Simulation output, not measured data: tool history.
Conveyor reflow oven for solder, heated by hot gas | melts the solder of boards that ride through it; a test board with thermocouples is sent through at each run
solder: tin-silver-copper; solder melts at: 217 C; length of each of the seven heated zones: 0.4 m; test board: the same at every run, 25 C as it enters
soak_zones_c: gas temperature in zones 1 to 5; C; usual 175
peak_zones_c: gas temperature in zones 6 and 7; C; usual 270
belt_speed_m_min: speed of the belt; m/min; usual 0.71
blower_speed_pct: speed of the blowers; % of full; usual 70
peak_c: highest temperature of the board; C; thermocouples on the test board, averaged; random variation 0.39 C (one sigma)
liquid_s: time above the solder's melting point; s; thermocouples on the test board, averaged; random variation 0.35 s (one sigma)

run 1 hour=0 | soak_zones_c=175 peak_zones_c=270 belt_speed_m_min=0.71 blower_speed_pct=70 | peak_c=245.9 liquid_s=43.9
run 2 hour=12.7 | soak_zones_c=175 peak_zones_c=270 belt_speed_m_min=0.71 blower_speed_pct=70 | peak_c=245.4 liquid_s=43.9
run 3 hour=31 | soak_zones_c=175 peak_zones_c=270 belt_speed_m_min=0.71 blower_speed_pct=50 | peak_c=238.5 liquid_s=35.1
run 4 hour=39.7 | soak_zones_c=175 peak_zones_c=270 belt_speed_m_min=0.71 blower_speed_pct=68 | peak_c=244.5 liquid_s=43.2
run 5 hour=53.6 | soak_zones_c=175 peak_zones_c=270 belt_speed_m_min=0.71 blower_speed_pct=68 | peak_c=244.8 liquid_s=43
run 6 hour=68.9 | soak_zones_c=175 peak_zones_c=270 belt_speed_m_min=0.71 blower_speed_pct=68 | peak_c=244.4 liquid_s=42.9
run 7 hour=81.5 | soak_zones_c=175 peak_zones_c=270 belt_speed_m_min=0.71 blower_speed_pct=70 | peak_c=245.6 liquid_s=43.9
run 8 hour=89.8 | soak_zones_c=186 peak_zones_c=280 belt_speed_m_min=0.741 blower_speed_pct=56 | peak_c=248.9 liquid_s=46.6
run 9 hour=99.9 | soak_zones_c=166 peak_zones_c=259 belt_speed_m_min=0.711 blower_speed_pct=56 | peak_c=229.2 liquid_s=23.1
run 10 hour=111.1 | soak_zones_c=188 peak_zones_c=273 belt_speed_m_min=0.71 blower_speed_pct=70 | peak_c=250 liquid_s=52.1
run 11 hour=128.5 | soak_zones_c=175 peak_zones_c=270 belt_speed_m_min=0.71 blower_speed_pct=58 | peak_c=240.2 liquid_s=37.9

The next listed run, before its measurement:
run 12 hour=140.9 | soak_zones_c=175 peak_zones_c=270 belt_speed_m_min=0.71 blower_speed_pct=58 | peak_c=? liquid_s=?

{"run 12": {"peak_c": 240.2, "liquid_s": 38.8}}
Without the tool's hidden state the same run would have given peak_c 242.9 C, liquid_s 41.7 s.

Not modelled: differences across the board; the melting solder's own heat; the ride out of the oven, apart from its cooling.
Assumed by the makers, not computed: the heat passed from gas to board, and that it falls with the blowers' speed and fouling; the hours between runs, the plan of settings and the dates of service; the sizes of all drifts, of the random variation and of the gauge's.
